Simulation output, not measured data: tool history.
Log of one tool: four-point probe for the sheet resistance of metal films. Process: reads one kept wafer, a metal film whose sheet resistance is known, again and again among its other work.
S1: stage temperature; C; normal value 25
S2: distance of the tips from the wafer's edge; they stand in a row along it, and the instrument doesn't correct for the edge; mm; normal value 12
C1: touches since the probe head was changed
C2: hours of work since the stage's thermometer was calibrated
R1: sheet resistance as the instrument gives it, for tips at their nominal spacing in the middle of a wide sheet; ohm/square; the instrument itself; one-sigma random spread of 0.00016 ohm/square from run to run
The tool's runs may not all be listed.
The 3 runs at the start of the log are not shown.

| run | hour | S1 | S2 | C1 | C2 | R1 |
|---|---|---|---|---|---|---|
| 4 | 62.6 | 25 | 12 | 12718 | 798 | 0.822728 |
| 5 | 89.6 | 25 | 12 | 13567 | 813 | 0.823027 |
| 6 | 118.0 | 25 | 31 | 14459 | 828 | 0.822526 |
| 7 | 135.9 | 25 | 31 | 15024 | 838 | 0.822615 |
| 8 | 148.6 | 27 | 31 | 15424 | 845 | 0.823448 |
| 9 | 173.3 | 27 | 31 | 16200 | 858 | 0.824210 |
| 10 | 186.2 | 22 | 31 | 16605 | 865 | 0.820369 |
| 11 | 204.8 | 22 | 31 | 17190 | 876 | 0.820857 |
| 12 | 227.4 | 22 | 31 | 17901 | 888 | 0.820535 |
| 13 | 255.5 | 25 | 12 | 18787 | 903 | 0.823670 |
| 14 | 285.5 | 25 | 12 | 19730 | 919 | 0.823808 |
| 15 | 299.0 | 25 | 12 | 20153 | 927 | 0.823639 |
| 16 | 315.7 | 25 | 12 | 20678 | 936 | 0.823871 |
| 17 | 329.0 | 25 | 5 | 21098 | 943 | 0.827427 |
| 18 | 347.0 | 25 | 5 | 21664 | 953 | 0.827570 |
| 19 | 372.1 | 25 | 18 | 22453 | 966 | 0.822993 |
| 20 | 397.1 | 25 | 18 | 23239 | 980 | 0.823038 |
| 21 | 414.7 | 25 | 12 | 23794 | 990 | 0.823639 |
| 22 | 444.5 | 21 | 12 | 24729 | 1006 | 0.821502 |
| 23 | 472.4 | 21 | 12 | 25607 | 1021 | 0.821781 |
| 24 | 490.7 | 21 | 12 | 26184 | 1031 | 0.821861 |
| 25 | 519.1 | 26 | 34 | 27077 | 1046 | 0.824422 |

What will run 26 give?
| 26 | 541.3 | 34 | 34 | 27776 | 1058 | ? |

{"run 26": {"R1": 0.828793}}
With the hidden condition absent and the run-to-run variation left alone, this run would have shown R1 0.828787 ohm/square.
